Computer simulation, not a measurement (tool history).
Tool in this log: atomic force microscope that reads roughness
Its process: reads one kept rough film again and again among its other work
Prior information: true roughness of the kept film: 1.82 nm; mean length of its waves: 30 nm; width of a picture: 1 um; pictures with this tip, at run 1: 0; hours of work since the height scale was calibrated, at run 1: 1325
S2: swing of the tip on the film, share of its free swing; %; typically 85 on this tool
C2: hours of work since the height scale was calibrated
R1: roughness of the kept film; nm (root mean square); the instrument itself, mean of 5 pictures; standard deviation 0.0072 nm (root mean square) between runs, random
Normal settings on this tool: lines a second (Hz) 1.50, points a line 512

Run 1, day 0.000: usual settings; pictures with this tip 0; C2 1325. Result: R1 1.469 nm (root mean square).
Run 2, day 1.688: usual settings but S2 83 %; pictures with this tip 50; C2 1346. Result: R1 1.453 nm (root mean square).
Run 3, day 4.308: usual settings but points a line 548; pictures with this tip 127; C2 1378. Result: R1 1.393 nm (root mean square).
Run 4, day 5.892: usual settings but lines a second (Hz) 1.86; pictures with this tip 174; C2 1398. Result: R1 1.306 nm (root mean square).
Run 5, day 7.950: usual settings but lines a second (Hz) 1.86; pictures with this tip 235; C2 1423. Result: R1 1.286 nm (root mean square).
Run 6, day 10.612: usual settings but lines a second (Hz) 1.86; pictures with this tip 313; C2 1456. Result: R1 1.240 nm (root mean square).
At day 11.067: new tip fitted.
Run 7, day 11.900: usual settings but lines a second (Hz) 1.86; pictures with this tip 24; C2 1471. Result: R1 1.395 nm (root mean square).
Run 8, day 13.471: usual settings but lines a second (Hz) 1.86; pictures with this tip 71; C2 1491. Result: R1 1.369 nm (root mean square).
Run 9, day 15.412: usual settings but S2 84 %; pictures with this tip 128; C2 1515. Result: R1 1.388 nm (root mean square).
Run 10, day 16.633: usual settings but S2 84 %; pictures with this tip 164; C2 1530. Result: R1 1.371 nm (root mean square).
Run 11, day 18.983: usual settings but S2 84 %; pictures with this tip 233; C2 1559. Result: R1 1.349 nm (root mean square).
Run 12, day 21.654: usual settings but S2 84 %; pictures with this tip 312; C2 1592. Result: R1 1.300 nm (root mean square).
At day 22.183: new tip fitted.
Run 13, day 23.325: usual settings; pictures with this tip 33; C2 1612. Result: R1 1.436 nm (root mean square).
Run 14, day 26.017: usual settings; pictures with this tip 113; C2 1645. Result: R1 1.401 nm (root mean square).
Run 15, day 28.683: usual settings but points a line 363; pictures with this tip 191; C2 1678. Result: R1 1.348 nm (root mean square).
Run 16, day 31.150: usual settings but S2 81 %; pictures with this tip 264; C2 1708. Result: R1 1.344 nm (root mean square).
Run 17, day 32.629: usual settings but S2 81 %; pictures with this tip 308; C2 1727. Result: R1 1.315 nm (root mean square).
At day 33.208: new tip fitted.
Run 18, day 34.925: usual settings; pictures with this tip 51; C2 1755. Result: R1 1.430 nm (root mean square).
Run 19, day 37.683: usual settings; pictures with this tip 132; C2 1789. Result: R1 1.389 nm (root mean square).
Run 20, day 39.667: usual settings; pictures with this tip 190; C2 1813. Result: R1 1.364 nm (root mean square).
Run 21, day 42.567: usual settings; pictures with this tip 276; C2 1849. Result: R1 1.303 nm (root mean square).
At day 44.242: new tip fitted.
Run 22, day 44.242: usual settings; pictures with this tip 0; C2 1869. Result: R1 1.462 nm (root mean square).
Run 23, day 47.058: usual settings but lines a second (Hz) 0.68; pictures with this tip 83; C2 1904. Result: R1 1.526 nm (root mean square).
Run 24, day 48.658: usual settings but lines a second (Hz) 1.21; pictures with this tip 130; C2 1924. Result: R1 1.423 nm (root mean square).
Run 25, day 51.021: usual settings but points a line 545; pictures with this tip 200; C2 1953. Result: R1 1.349 nm (root mean square).
Run 26, day 53.508: usual settings but points a line 545; pictures with this tip 273; C2 1984. Result: R1 1.303 nm (root mean square).
At day 55.338: new tip fitted.
Run 27, day 56.212: usual settings but points a line 545; pictures with this tip 26; C2 2017. Result: R1 1.431 nm (root mean square).
Run 28, day 58.725: usual settings but lines a second (Hz) 2.32, S2 88 %, points a line 885; pictures with this tip 100; C2 2048. Result: R1 1.268 nm (root mean square).
Run 29, day 60.712: usual settings but lines a second (Hz) 1.41, S2 64 %, points a line 359; pictures with this tip 158; C2 2072. Result: R1 1.517 nm (root mean square).
Run 30, day 62.579: usual settings but lines a second (Hz) 2.42, points a line 595; pictures with this tip 214; C2 2095. Result: R1 1.230 nm (root mean square).
Run 31, day 63.838: usual settings but lines a second (Hz) 2.42, points a line 595; pictures with this tip 251; C2 2111. Result: R1 1.216 nm (root mean square).
Run 32, day 65.562: usual settings but lines a second (Hz) 2.42, points a line 595; pictures with this tip 301; C2 2132. Result: R1 1.200 nm (root mean square).
At day 66.304: new tip fitted.
Run 33, day 67.121: usual settings but lines a second (Hz) 2.42, points a line 595; pictures with this tip 24; C2 2151. Result: R1 1.326 nm (root mean square).
Run 34, day 68.725: usual settings but lines a second (Hz) 0.55, S2 87 %, points a line 550; pictures with this tip 71; C2 2171. Result: R1 1.534 nm (root mean square).
Run 35, day 70.329: usual settings but S2 75 %, points a line 324; pictures with this tip 118; C2 2190. Result: R1 1.463 nm (root mean square).
Run 36, day 72.108: usual settings but lines a second (Hz) 0.63, S2 75 %, points a line 324; pictures with this tip 171; C2 2212. Result: R1 1.500 nm (root mean square).
Run 37, day 74.046: usual settings but lines a second (Hz) 1.16, S2 58 %, points a line 1007; pictures with this tip 228; C2 2236. Result: R1 1.498 nm (root mean square).
Run 38, day 76.188: usual settings but lines a second (Hz) 1.16, S2 58 %, points a line 1007; pictures with this tip 291; C2 2263. Result: R1 1.470 nm (root mean square).
At day 77.350: new tip fitted.
Run 39, day 78.596: usual settings but lines a second (Hz) 2.27, points a line 287; pictures with this tip 36; C2 2292. Result: R1 1.323 nm (root mean square).
Run 40, day 80.992: usual settings but lines a second (Hz) 0.89; pictures with this tip 107; C2 2321. Result: R1 1.490 nm (root mean square).
Run 41, day 83.412: usual settings but S2 76 %, points a line 511; pictures with this tip 178; C2 2351. Result: R1 1.415 nm (root mean square).
Run 42, day 85.433: usual settings but lines a second (Hz) 2.31, S2 82 %, points a line 266; pictures with this tip 238; C2 2376. Result: R1 1.254 nm (root mean square).
Run 43, day 87.804: usual settings but lines a second (Hz) 2.09, S2 62 %, points a line 533; pictures with this tip 308; C2 2405. Result: R1 1.402 nm (root mean square).
At day 88.371: new tip fitted.
At day 90.183: height scale calibrated on a step standard.
Run 44, day 90.479: usual settings but lines a second (Hz) 1.41, S2 73 %, points a line 287; pictures with this tip 61; C2 4. Result: R1 1.529 nm (root mean square).
Run 45, day 92.350: usual settings but lines a second (Hz) 2.02; pictures with this tip 116; C2 27. Result: R1 1.353 nm (root mean square).
Run 46, day 94.858: usual settings but lines a second (Hz) 1.74, S2 61 %, points a line 570; pictures with this tip 190; C2 58. Result: R1 1.510 nm (root mean square).
Run 47, day 96.796: usual settings but S2 58 %, points a line 302; pictures with this tip 247; C2 82. Result: R1 1.489 nm (root mean square).
Run 48, day 98.275: usual settings but S2 58 %, points a line 302; pictures with this tip 291; C2 100. Result: R1 1.443 nm (root mean square).
At day 99.417: new tip fitted.
Run 49, day 101.033: usual settings but lines a second (Hz) 2.45, S2 75 %, points a line 865; pictures with this tip 47; C2 134. Result: R1 1.452 nm (root mean square).
Run 50, day 103.158: usual settings but S2 59 %, points a line 333; pictures with this tip 110; C2 160. Result: R1 1.564 nm (root mean square).
Run 51, day 105.229: usual settings but S2 59 %, points a line 333; pictures with this tip 171; C2 185. Result: R1 1.527 nm (root mean square).

The same runs without the tool's hidden state, with the same run-to-run variation:
The hidden state here: radius of the tip, nm; height scale over the true one, %; drift of the gauge itself on roughness_nm, %.
run     R1
  1  1.488
  2  1.504
  3  1.491
  4  1.427
  5  1.439
  6  1.431
  7  1.433
  8  1.431
  9  1.485
 10  1.488
 11  1.504
 12  1.492
 13  1.474
 14  1.487
 15  1.478
 16  1.520
 17  1.510
 18  1.484
 19  1.487
 20  1.493
 21  1.477
 22  1.486
 23  1.608
 24  1.527
 25  1.487
 26  1.479
 27  1.470
 28  1.343
 29  1.647
 30  1.366
 31  1.368
 32  1.378
 33  1.362
 34  1.608
 35  1.565
 36  1.638
 37  1.674
 38  1.681
 39  1.369
 40  1.585
 41  1.551
 42  1.408
 43  1.617
 44  1.573
 45  1.423
 46  1.636
 47  1.650
 48  1.627
 49  1.491
 50  1.650
 51  1.651

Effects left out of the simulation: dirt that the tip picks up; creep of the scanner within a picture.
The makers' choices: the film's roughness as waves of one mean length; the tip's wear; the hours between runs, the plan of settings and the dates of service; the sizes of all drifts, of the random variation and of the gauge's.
